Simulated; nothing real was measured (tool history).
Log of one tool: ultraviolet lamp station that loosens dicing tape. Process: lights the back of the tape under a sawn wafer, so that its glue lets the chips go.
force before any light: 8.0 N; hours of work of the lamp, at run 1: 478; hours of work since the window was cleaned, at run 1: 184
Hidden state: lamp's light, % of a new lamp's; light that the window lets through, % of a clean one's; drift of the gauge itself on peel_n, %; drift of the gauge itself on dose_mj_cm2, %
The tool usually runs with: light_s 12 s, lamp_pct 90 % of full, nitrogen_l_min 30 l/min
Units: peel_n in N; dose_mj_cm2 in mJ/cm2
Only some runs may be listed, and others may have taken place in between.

| run | hour | light_s | lamp_pct | nitrogen_l_min | hours of work of the lamp | hours of work since the window was cleaned | peel_n | dose_mj_cm2 |
|---|---|---|---|---|---|---|---|---|
| 1 | 0.0 | 12 | 90 | 30 | 478 | 184 | 0.489 | 183 |
| 2 | 69.8 | 11 | 90 | 30 | 523 | 228 | 0.656 | 168 |
| 3 | 100.0 | 11 | 90 | 30 | 542 | 248 | 0.668 | 166 |
| 4 | 135.3 | 12 | 88 | 30 | 565 | 270 | 0.580 | 170 |
| 5 | 197.7 | 12 | 90 | 19 | 605 | 310 | 0.809 | 170 |
| 6 | 249.6 | 12 | 90 | 30 | 638 | 343 | 0.626 | 166 |
| 7 | 302.9 | 12 | 90 | 30 | 672 | 377 | 0.644 | 163 |
| 8 | 344.7 | 12 | 90 | 30 | 699 | 404 | 0.688 | 160 |
| 9 | 376.0 | 12 | 90 | 30 | 719 | 424 | 0.729 | 157 |
| 10 | 407.5 | 12 | 90 | 30 | 739 | 444 | 0.743 | 156 |
| 11 | 446.0 | 12 | 90 | 30 | 764 | 469 | 0.772 | 150 |
| 12 | 491.8 | 12 | 90 | 30 | 793 | 498 | 0.770 | 150 |
| 13 | 521.5 | 15 | 90 | 30 | 812 | 517 | 0.483 | 184 |
| 14 | 569.9 | 15 | 90 | 30 | 843 | 548 | 0.555 | 174 |
| 15 | 615.3 | 15 | 90 | 30 | 872 | 577 | 0.547 | 174 |
|  | 666.9 | window cleaned of glue's vapour |
| 16 | 670.6 | 12 | 77 | 30 | 907 | 2 | 0.975 | 134 |
| 17 | 701.6 | 12 | 90 | 14 | 927 | 22 | 1.238 | 150 |
| 18 | 736.0 | 12 | 90 | 14 | 949 | 44 | 1.200 | 154 |
| 19 | 770.0 | 10 | 90 | 25 | 971 | 66 | 1.301 | 122 |
| 20 | 830.3 | 7 | 90 | 40 | 1009 | 105 | 1.823 | 87 |
| 21 | 902.4 | 12 | 77 | 13 | 1055 | 151 | 1.990 | 120 |
| 22 | 936.3 | 12 | 77 | 13 | 1077 | 172 | 2.043 | 120 |
|  | 974.9 | lamp changed |
| 23 | 1006.3 | 12 | 77 | 13 | 20 | 217 | 0.908 | 189 |
| 24 | 1063.3 | 11 | 90 | 19 | 57 | 253 | 0.569 | 202 |
| 25 | 1106.2 | 16 | 94 | 10 | 84 | 280 | 0.380 | 295 |
| 26 | 1150.5 | 10 | 65 | 36 | 112 | 309 | 0.998 | 124 |
| 27 | 1213.9 | 10 | 65 | 36 | 153 | 349 | 1.050 | 125 |
| 28 | 1285.2 | 10 | 65 | 36 | 199 | 395 | 1.084 | 119 |
| 29 | 1343.3 | 18 | 84 | 29 | 236 | 432 | 0.187 | 266 |
| 30 | 1403.8 | 18 | 84 | 29 | 274 | 471 | 0.182 | 259 |
| 31 | 1476.2 | 18 | 84 | 29 | 321 | 517 | 0.197 | 256 |
| 32 | 1507.6 | 14 | 65 | 29 | 341 | 537 | 0.781 | 151 |
| 33 | 1549.4 | 14 | 65 | 29 | 368 | 564 | 0.816 | 149 |
| 34 | 1587.3 | 14 | 65 | 29 | 392 | 588 | 0.823 | 144 |
|  | 1620.8 | window cleaned of glue's vapour |
| 35 | 1624.0 | 14 | 65 | 29 | 415 | 2 | 0.644 | 167 |

4 options for the next run, each taken on its own from the tool as it stands now. Forecast them:
| A | 1675.8 | 14 | 69 | 22 | 448 | 35 | ? | ? |
| B | 1675.8 | 18 | 73 | 14 | 448 | 35 | ? | ? |
| C | 1675.8 | 7 | 87 | 36 | 448 | 35 | ? | ? |
| D | 1675.8 | 12 | 70 | 57 | 448 | 35 | ? | ? |

| run | peel_n | dose_mj_cm2 |
|---|---|---|
| A | 0.692 | 176 |
| B | 0.500 | 234 |
| C | 1.314 | 110 |
| D | 0.486 | 153 |
Had the tool no hidden state, the same runs would have come out as:
| run | peel_n | dose_mj_cm2 |
|---|---|---|
| A | 0.433 | 214 |
| B | 0.301 | 284 |
| C | 0.903 | 134 |
| D | 0.290 | 186 |
